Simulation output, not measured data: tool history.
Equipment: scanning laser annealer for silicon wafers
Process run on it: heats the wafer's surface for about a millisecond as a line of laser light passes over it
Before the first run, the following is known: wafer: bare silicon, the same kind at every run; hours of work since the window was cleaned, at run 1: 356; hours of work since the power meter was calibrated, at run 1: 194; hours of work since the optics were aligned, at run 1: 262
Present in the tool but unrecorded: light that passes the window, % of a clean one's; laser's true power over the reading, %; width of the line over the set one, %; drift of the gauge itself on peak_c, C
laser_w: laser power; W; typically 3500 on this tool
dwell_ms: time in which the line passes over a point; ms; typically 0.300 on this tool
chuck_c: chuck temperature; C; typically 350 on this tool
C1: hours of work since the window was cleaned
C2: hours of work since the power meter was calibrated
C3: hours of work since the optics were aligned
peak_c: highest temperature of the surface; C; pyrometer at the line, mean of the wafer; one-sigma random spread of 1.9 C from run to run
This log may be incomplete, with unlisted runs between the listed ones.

Run 1, hour 0.0: usual settings; C1 356; C2 194; C3 262. Result: peak_c 1130 C.
Run 2, hour 7.6: usual settings but laser_w 3742 W; C1 361; C2 198; C3 266. Result: peak_c 1185 C.
Run 3, hour 18.0: usual settings; C1 366; C2 204; C3 272. Result: peak_c 1128 C.
Run 4, hour 26.0: usual settings; C1 371; C2 208; C3 276. Result: peak_c 1128 C.
Run 5, hour 31.9: usual settings; C1 374; C2 211; C3 279. Result: peak_c 1129 C.
Run 6, hour 40.6: usual settings; C1 379; C2 216; C3 284. Result: peak_c 1129 C.
Run 7, hour 48.3: usual settings but laser_w 3845 W; C1 383; C2 220; C3 288. Result: peak_c 1207 C.
Run 8, hour 52.7: usual settings but dwell_ms 0.238 ms; C1 385; C2 223; C3 291. Result: peak_c 1026 C.
Run 9, hour 62.2: usual settings but dwell_ms 0.238 ms; C1 390; C2 228; C3 296. Result: peak_c 1025 C.
Run 10, hour 70.4: usual settings but dwell_ms 0.238 ms; C1 395; C2 233; C3 300. Result: peak_c 1027 C.
Run 11, hour 75.2: usual settings but dwell_ms 0.238 ms; C1 397; C2 235; C3 303. Result: peak_c 1029 C.
Run 12, hour 81.3: usual settings; C1 401; C2 239; C3 306. Result: peak_c 1127 C.
Run 13, hour 88.9: usual settings; C1 405; C2 243; C3 310. Result: peak_c 1125 C.
Run 14, hour 99.3: usual settings; C1 411; C2 248; C3 316. Result: peak_c 1128 C.
Run 15, hour 105.9: usual settings; C1 414; C2 252; C3 320. Result: peak_c 1130 C.
Run 16, hour 113.0: usual settings; C1 418; C2 256; C3 324. Result: peak_c 1127 C.
Run 17, hour 118.1: usual settings; C1 421; C2 259; C3 326. Result: peak_c 1126 C.
Run 18, hour 124.5: usual settings but dwell_ms 0.287 ms; C1 424; C2 262; C3 330. Result: peak_c 1105 C.
Run 19, hour 132.7: usual settings but dwell_ms 0.287 ms; C1 429; C2 267; C3 334. Result: peak_c 1102 C.
Run 20, hour 139.6: usual settings but dwell_ms 0.287 ms; C1 433; C2 270; C3 338. Result: peak_c 1105 C.
Run 21, hour 149.9: usual settings but laser_w 3614 W, dwell_ms 0.371 ms, chuck_c 336 C; C1 438; C2 276; C3 344. Result: peak_c 1251 C.
Run 22, hour 158.9: usual settings but laser_w 3705 W, dwell_ms 0.237 ms, chuck_c 378 C; C1 443; C2 281; C3 349. Result: peak_c 1096 C.
Run 23, hour 167.7: usual settings but laser_w 3677 W, dwell_ms 0.241 ms, chuck_c 363 C; C1 448; C2 286; C3 353. Result: peak_c 1079 C.
Run 24, hour 173.2: usual settings but laser_w 3644 W, dwell_ms 0.262 ms, chuck_c 325 C; C1 451; C2 289; C3 357. Result: peak_c 1069 C.
Run 25, hour 183.7: usual settings but laser_w 3644 W, dwell_ms 0.262 ms, chuck_c 325 C; C1 457; C2 294; C3 362. Result: peak_c 1071 C.
Run 26, hour 189.1: usual settings but laser_w 3038 W, dwell_ms 0.344 ms; C1 460; C2 297; C3 365. Result: peak_c 1071 C.
Run 27, hour 196.8: usual settings but laser_w 3038 W, dwell_ms 0.344 ms; C1 464; C2 302; C3 369. Result: peak_c 1075 C.
Run 28, hour 201.5: usual settings but laser_w 3473 W, dwell_ms 0.329 ms, chuck_c 373 C; C1 467; C2 304; C3 372. Result: peak_c 1182 C.
Run 29, hour 206.6: usual settings but laser_w 3606 W, dwell_ms 0.245 ms, chuck_c 351 C; C1 469; C2 307; C3 375. Result: peak_c 1063 C.
Run 30, hour 211.4: usual settings but laser_w 3085 W, dwell_ms 0.323 ms, chuck_c 353 C; C1 472; C2 310; C3 377. Result: peak_c 1061 C.
Run 31, hour 221.7: usual settings but laser_w 3085 W, dwell_ms 0.323 ms, chuck_c 353 C; C1 478; C2 315; C3 383. Result: peak_c 1058 C.
Run 32, hour 229.7: usual settings but laser_w 3085 W, dwell_ms 0.323 ms, chuck_c 353 C; C1 482; C2 320; C3 387. Result: peak_c 1060 C.
Run 33, hour 238.1: usual settings but laser_w 3085 W, dwell_ms 0.323 ms, chuck_c 353 C; C1 486; C2 324; C3 392. Result: peak_c 1058 C.
Run 34, hour 248.5: usual settings but laser_w 3085 W, dwell_ms 0.323 ms, chuck_c 353 C; C1 492; C2 330; C3 398. Result: peak_c 1061 C.
Run 35, hour 253.9: usual settings but dwell_ms 0.363 ms, chuck_c 378 C; C1 495; C2 333; C3 401. Result: peak_c 1245 C.
Run 36, hour 260.2: usual settings but dwell_ms 0.363 ms, chuck_c 378 C; C1 499; C2 336; C3 404. Result: peak_c 1247 C.
Run 37, hour 266.6: usual settings but dwell_ms 0.363 ms, chuck_c 378 C; C1 502; C2 340; C3 408. Result: peak_c 1243 C.
Run 38, hour 273.5: usual settings but dwell_ms 0.363 ms, chuck_c 378 C; C1 506; C2 344; C3 411. Result: peak_c 1245 C.
Run 39, hour 282.7: usual settings but dwell_ms 0.363 ms, chuck_c 378 C; C1 511; C2 349; C3 416. Result: peak_c 1244 C.
Run 40, hour 287.2: usual settings but dwell_ms 0.363 ms, chuck_c 378 C; C1 513; C2 351; C3 419. Result: peak_c 1245 C.

Consider 3 possible next runs. They are alternatives, not a sequence: every one starts from the tool as it was left by run 40. What does each give?
Run A, hour 293.2: usual settings but laser_w 3003 W, dwell_ms 0.375 ms, chuck_c 329 C; C1 517; C2 354; C3 422. Result: peak_c ?.
Run B, hour 293.2: usual settings but laser_w 3590 W, dwell_ms 0.259 ms, chuck_c 378 C; C1 517; C2 354; C3 422. Result: peak_c ?.
Run C, hour 293.2: usual settings but dwell_ms 0.285 ms, chuck_c 378 C; C1 517; C2 354; C3 422. Result: peak_c ?.

run  peak_c
  A    1078
  B    1105
  C    1130
With no hidden state in the tool, these same runs would have given:
run  peak_c
  A    1096
  B    1123
  C    1148
